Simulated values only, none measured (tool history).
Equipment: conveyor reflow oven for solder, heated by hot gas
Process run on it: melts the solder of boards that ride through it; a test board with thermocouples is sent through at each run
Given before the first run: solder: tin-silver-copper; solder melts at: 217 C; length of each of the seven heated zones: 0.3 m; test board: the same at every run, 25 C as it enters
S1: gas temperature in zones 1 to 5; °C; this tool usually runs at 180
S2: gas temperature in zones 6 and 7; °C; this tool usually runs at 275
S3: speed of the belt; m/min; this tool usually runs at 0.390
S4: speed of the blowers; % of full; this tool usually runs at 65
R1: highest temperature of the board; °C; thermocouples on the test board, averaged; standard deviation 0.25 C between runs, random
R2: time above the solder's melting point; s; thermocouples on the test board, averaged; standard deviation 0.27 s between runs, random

run,day,S1,S2,S3,S4,R1,R2
1,0.000,180,275,0.390,65,255.3,73.2
2,1.650,180,275,0.390,65,255.4,72.5
3,3.192,180,270,0.390,65,251.4,68.9
4,5.450,180,275,0.390,65,254.9,72.1
5,6.546,180,275,0.390,65,254.7,72.4
6,8.092,180,275,0.390,65,254.5,71.9
7,10.562,180,275,0.390,65,255.2,71.8
8,13.008,186,275,0.390,65,256.0,75.8
9,14.342,180,275,0.390,65,254.5,71.4
# day 14.738: belt drive overhauled, speed set with a stopwatch
10,16.208,180,275,0.390,65,254.1,71.8
11,18.454,180,278,0.432,65,252.2,61.7
# day 19.979: flux residue cleaned out of gas plates and filters
# day 20.308: belt drive overhauled, speed set with a stopwatch, once more
12,20.896,180,275,0.457,57,247.8,54.0
13,23.242,180,275,0.457,57,247.7,53.8
14,24.283,180,275,0.457,57,247.5,53.3
15,25.496,180,275,0.457,57,246.9,53.4
16,26.512,180,275,0.457,57,247.3,54.0
17,28.883,166,268,0.354,70,252.5,72.6

Below are 3 alternative next runs, each starting from the tool's condition after run 17. Predict each:
A,30.579,172,275,0.390,65,?,?
B,30.579,169,285,0.365,65,?,?
C,30.579,180,275,0.390,61,?,?

run,R1,R2
A,254.5,68.5
B,264.6,80.5
C,254.7,72.0
What these runs would have given with no unlogged condition in the tool:
run,R1,R2
A,254.0,68.4
B,264.1,80.3
C,254.1,71.8
